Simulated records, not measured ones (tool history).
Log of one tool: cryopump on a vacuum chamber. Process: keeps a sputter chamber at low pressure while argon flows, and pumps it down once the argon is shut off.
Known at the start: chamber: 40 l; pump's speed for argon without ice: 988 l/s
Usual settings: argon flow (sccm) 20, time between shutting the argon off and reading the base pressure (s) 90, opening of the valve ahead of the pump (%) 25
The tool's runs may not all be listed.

run   hour  argon flow (sccm)  time between shutting the argon off and reading the base pressure (s)  opening of the valve ahead of the pump (%)  pressure while argon flows (Pa)  pressure after the wait (uPa)
  1      0                 20                                                                     90                                          25                           0.1388                           0.98
  2   10.8                 20                                                                     90                                          25                           0.1387                              1
  3   18.6                 20                                                                    111                                          25                           0.1397                           0.89
  4   36.9                 20                                                                     43                                          25                           0.1395                           1.62
  5   50.6                 20                                                                     90                                          25                           0.1382                           0.99
  6   62.4                 20                                                                     90                                          25                           0.1403                           1.04
  7   72.1                 20                                                                     90                                          25                           0.1397                           1.04
  8   80.4                 20                                                                     90                                          25                           0.1391                           1.04
  9   94.3                 20                                                                     90                                          25                           0.1398                           1.01
 10  108.5                 20                                                                     90                                          23                           0.1517                           1.04
 11  116.7                 20                                                                     90                                          23                           0.1518                           1.06
 12  125.7                 20                                                                     90                                          25                           0.1407                           1.04
 13  134.8                 20                                                                     90                                          25                           0.1395                            1.1
 14  147.2                 20                                                                     90                                          25                           0.1393                           1.01
 15  165.8                 20                                                                     90                                          25                           0.1404                           1.07
 16  184.7                 20                                                                     90                                          25                           0.1397                           1.12
 17    197                 20                                                                    212                                          25                           0.1404                           0.75
 18  214.3                 20                                                                    172                                          25                           0.1401                           0.84
 19  222.2                 20                                                                    172                                          25                           0.1401                           0.79
 20  234.1                 35                                                                     90                                          32                            0.194                           1.09
 21  249.1                 35                                                                     90                                          32                           0.1931                           1.07
 22  267.1                 20                                                                     94                                          56                           0.0648                           1.06
 23  281.1                 20                                                                     49                                          56                           0.0642                           1.55
 24  288.8                 20                                                                     49                                          56                           0.0644                           1.57
 25  307.7                 20                                                                     49                                          56                            0.065                           1.54
 26  321.9                 20                                                                     49                                          56                           0.0653                           1.53
 27  331.7                 28                                                                     90                                          25                           0.1965                           1.11
 28  346.2                 37                                                                     32                                          21                           0.3107                           2.11
 29  357.1                 37                                                                     32                                          21                           0.3106                           2.19
 30  366.9                 25                                                                     77                                          26                           0.1709                           1.22
 31  378.6                  9                                                                    148                                          22                           0.0712                           0.97
 32  387.5                 20                                                                     90                                          24                           0.1459                           1.21
 33  401.5                 16                                                                    103                                          57                           0.0517                           1.03
 34  418.6                 35                                                                     61                                          17                           0.3588                           1.41
 35  428.9                 20                                                                     90                                          20                            0.175                            1.2

Forecast each of these 3 alternatives for the next run:
  A  436.6                 10                                                                     67                                          20                                ?                              ?
  B  436.6                 20                                                                    117                                          50                                ?                              ?
  C  436.6                 12                                                                     67                                          20                                ?                              ?

run  pressure while argon flows (Pa)  pressure after the wait (uPa)
  A                           0.0872                           1.41
  B                           0.0732                           1.12
  C                            0.106                           1.37
Without the tool's hidden state the same runs would have given:
run  pressure while argon flows (Pa)  pressure after the wait (uPa)
  A                           0.0847                           1.06
  B                           0.0683                           0.77
  C                            0.103                           1.04
